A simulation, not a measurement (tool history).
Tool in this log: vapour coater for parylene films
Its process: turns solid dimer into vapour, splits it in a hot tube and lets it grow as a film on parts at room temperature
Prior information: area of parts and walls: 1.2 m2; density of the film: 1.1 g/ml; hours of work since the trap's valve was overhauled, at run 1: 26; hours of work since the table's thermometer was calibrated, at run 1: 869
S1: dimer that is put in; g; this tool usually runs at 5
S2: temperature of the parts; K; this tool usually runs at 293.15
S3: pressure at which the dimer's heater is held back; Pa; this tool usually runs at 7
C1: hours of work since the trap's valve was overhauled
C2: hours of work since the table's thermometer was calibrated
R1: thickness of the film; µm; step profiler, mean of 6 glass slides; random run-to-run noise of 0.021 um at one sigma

{"run": 1, "hour": 0.0, "S1": 5, "S2": 293.15, "S3": 7, "C1": 26, "C2": 869, "R1": 2.09}
{"run": 2, "hour": 36.0, "S1": 5, "S2": 293.15, "S3": 7, "C1": 41, "C2": 885, "R1": 2.09}
{"run": 3, "hour": 63.4, "S1": 5, "S2": 293.15, "S3": 7, "C1": 53, "C2": 897, "R1": 2.07}
{"run": 4, "hour": 113.1, "S1": 5, "S2": 293.15, "S3": 7, "C1": 75, "C2": 918, "R1": 2.02}
{"run": 5, "hour": 155.6, "S1": 8, "S2": 293.15, "S3": 7, "C1": 93, "C2": 936, "R1": 3.33}
{"run": 6, "hour": 203.4, "S1": 8, "S2": 293.15, "S3": 7, "C1": 114, "C2": 957, "R1": 3.29}
{"hour": 211.4, "done": "trap's valve overhauled"}
{"run": 7, "hour": 239.4, "S1": 8, "S2": 293.15, "S3": 7, "C1": 12, "C2": 971, "R1": 3.27}
{"run": 8, "hour": 263.8, "S1": 8, "S2": 288.15, "S3": 7, "C1": 23, "C2": 981, "R1": 4.05}
{"run": 9, "hour": 290.3, "S1": 8, "S2": 288.15, "S3": 7, "C1": 34, "C2": 993, "R1": 4.13}
{"hour": 308.9, "done": "trap's valve overhauled, once more"}
{"run": 10, "hour": 340.0, "S1": 8, "S2": 288.15, "S3": 7, "C1": 13, "C2": 1013, "R1": 4.21}
{"run": 11, "hour": 379.9, "S1": 8, "S2": 288.15, "S3": 7, "C1": 31, "C2": 1030, "R1": 4.17}
{"run": 12, "hour": 434.2, "S1": 6, "S2": 302.15, "S3": 7, "C1": 54, "C2": 1053, "R1": 1.61}

Run 13 is up next; what results do you expect?
{"run": 13, "hour": 475.0, "S1": 4, "S2": 293.15, "S3": 7, "C1": 72, "C2": 1071, "R1": "?"}

R1: 1.64 µm
Take away the tool's hidden state, keep the run-to-run variation as it was, and the same run would have given R1 1.7 µm.
